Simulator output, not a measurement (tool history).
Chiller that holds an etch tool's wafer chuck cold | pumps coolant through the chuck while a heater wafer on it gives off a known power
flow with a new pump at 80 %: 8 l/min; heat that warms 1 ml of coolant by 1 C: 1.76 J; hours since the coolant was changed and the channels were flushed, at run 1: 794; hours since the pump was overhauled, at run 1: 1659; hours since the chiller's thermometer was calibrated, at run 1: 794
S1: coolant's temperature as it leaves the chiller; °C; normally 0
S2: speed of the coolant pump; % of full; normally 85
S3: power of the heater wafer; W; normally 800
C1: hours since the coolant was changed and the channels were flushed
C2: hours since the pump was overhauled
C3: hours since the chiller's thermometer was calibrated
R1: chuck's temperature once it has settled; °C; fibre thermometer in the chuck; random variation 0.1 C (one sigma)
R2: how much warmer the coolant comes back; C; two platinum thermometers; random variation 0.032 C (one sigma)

Run 1, hour 0: usual settings; C1 794; C2 1659; C3 794. Result: R1 6 °C, R2 3.31 C.
Run 2, hour 43.4: usual settings; C1 837; C2 1703; C3 837. Result: R1 6.1 °C, R2 3.34 C.
Run 3, hour 87.2: usual settings but S3 836 W; C1 881; C2 1747; C3 881. Result: R1 6.5 °C, R2 3.42 C.
Run 4, hour 119.4: usual settings but S3 836 W; C1 913; C2 1779; C3 913. Result: R1 6.4 °C, R2 3.5 C.
Run 5, hour 147.1: usual settings but S3 836 W; C1 941; C2 1806; C3 941. Result: R1 6.6 °C, R2 3.43 C.
Run 6, hour 176.8: usual settings but S2 71 % of full, S3 836 W; C1 971; C2 1836; C3 971. Result: R1 7.2 °C, R2 4.15 C.
Run 7, hour 214.8: usual settings but S2 71 % of full, S3 836 W; C1 1009; C2 1874; C3 1009. Result: R1 7.2 °C, R2 4.11 C.
Run 8, hour 247.1: usual settings but S2 71 % of full, S3 836 W; C1 1041; C2 1906; C3 1041. Result: R1 7.3 °C, R2 4.15 C.
Run 9, hour 280.9: usual settings but S1 -6 °C; C1 1075; C2 1940; C3 1075. Result: R1 0.2 °C, R2 3.27 C.
Run 10, hour 313.2: usual settings; C1 1107; C2 1973; C3 1107. Result: R1 6.1 °C, R2 3.35 C.
Run 11, hour 362.3: usual settings; C1 1156; C2 2022; C3 1156. Result: R1 6.2 °C, R2 3.32 C.
Run 12, hour 407.7: usual settings; C1 1202; C2 2067; C3 1202. Result: R1 6.3 °C, R2 3.29 C.
Run 13, hour 436.7: usual settings; C1 1231; C2 2096; C3 1231. Result: R1 6.3 °C, R2 3.3 C.
Run 14, hour 485: usual settings; C1 1279; C2 2144; C3 1279. Result: R1 6.3 °C, R2 3.31 C.

Run 15 has not been measured yet. What should we expect?
Run 15, hour 516: usual settings but S2 97 % of full, S3 1052 W; C1 1310; C2 2175; C3 1310. Result: R1 ?, R2 ?.

R1: 7.6 °C
R2: 3.83 C
Without the tool's hidden state the same run would have given R1 7.1 °C, R2 3.68 C.
